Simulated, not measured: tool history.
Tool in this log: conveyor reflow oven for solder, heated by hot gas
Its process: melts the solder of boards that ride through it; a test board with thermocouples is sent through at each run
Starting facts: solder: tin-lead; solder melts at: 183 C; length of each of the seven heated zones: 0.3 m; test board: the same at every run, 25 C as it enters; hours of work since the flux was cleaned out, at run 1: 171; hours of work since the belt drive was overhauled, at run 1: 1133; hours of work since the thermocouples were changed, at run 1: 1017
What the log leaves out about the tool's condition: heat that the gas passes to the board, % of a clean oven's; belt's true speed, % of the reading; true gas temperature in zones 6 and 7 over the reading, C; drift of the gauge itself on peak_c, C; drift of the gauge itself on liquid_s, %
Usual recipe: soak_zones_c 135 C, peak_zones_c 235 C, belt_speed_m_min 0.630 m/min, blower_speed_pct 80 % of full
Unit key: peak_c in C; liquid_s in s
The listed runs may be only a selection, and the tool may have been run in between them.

run	day	soak_zones_c	peak_zones_c	belt_speed_m_min	blower_speed_pct	hours of work since the flux was cleaned out	hours of work since the belt drive was overhauled	hours of work since the thermocouples were changed	peak_c	liquid_s
1	0.000	135	235	0.630	80	171	1133	1017	215.0	41.4
# day 2.188: flux residue cleaned out of gas plates and filters
2	2.488	135	235	0.630	52	4	1165	1049	209.2	36.5
3	4.071	135	235	0.630	52	27	1188	1071	209.3	36.1
4	5.104	135	235	0.630	52	41	1202	1086	209.0	35.9
5	6.358	135	235	0.630	52	59	1220	1104	208.9	36.0
6	8.512	135	235	0.630	52	89	1250	1134	208.4	36.0
# day 10.154: belt drive overhauled, speed set with a stopwatch
# day 10.988: flux residue cleaned out of gas plates and filters, once more
7	11.188	144	235	0.630	52	3	12	1166	213.0	41.2
8	12.529	144	235	0.630	52	22	31	1185	212.9	41.1
9	14.354	144	235	0.630	52	48	56	1211	212.4	40.9
10	16.112	135	235	0.630	80	72	81	1236	215.2	40.9
11	18.058	135	235	0.630	80	100	109	1263	215.0	40.9
12	19.738	135	235	0.630	80	124	132	1287	215.2	40.6
13	21.175	135	237	0.550	80	144	153	1307	220.2	50.9
14	22.508	135	237	0.550	80	163	171	1326	220.1	50.3
15	24.067	145	228	0.616	80	185	193	1348	210.5	41.9
# day 25.300: flux residue cleaned out of gas plates and filters
16	26.329	125	233	0.633	57	15	222	1377	207.6	32.8
# day 28.004: thermocouples of zones 6 and 7 changed
17	28.225	134	235	0.536	80	40	248	3	223.2	53.9
18	29.483	129	242	0.735	72	58	266	21	216.2	33.9
19	30.554	120	240	0.618	69	73	281	36	219.5	40.6
20	31.746	120	240	0.526	69	90	298	53	224.8	51.9
21	33.804	120	240	0.526	69	119	327	82	224.4	51.7
22	35.533	123	233	0.630	80	143	351	106	213.8	37.4
23	37.817	133	233	0.759	80	176	383	139	208.5	28.8

Run 24 is up next; what results do you expect?
24	39.021	147	233	0.759	80	193	400	156	?	?

{"run 24": {"peak_c": 211.2, "liquid_s": 34.0}}
If the tool had no hidden condition, the same run with the same run-to-run variation would have returned peak_c 213.8 C, liquid_s 35.6 s.

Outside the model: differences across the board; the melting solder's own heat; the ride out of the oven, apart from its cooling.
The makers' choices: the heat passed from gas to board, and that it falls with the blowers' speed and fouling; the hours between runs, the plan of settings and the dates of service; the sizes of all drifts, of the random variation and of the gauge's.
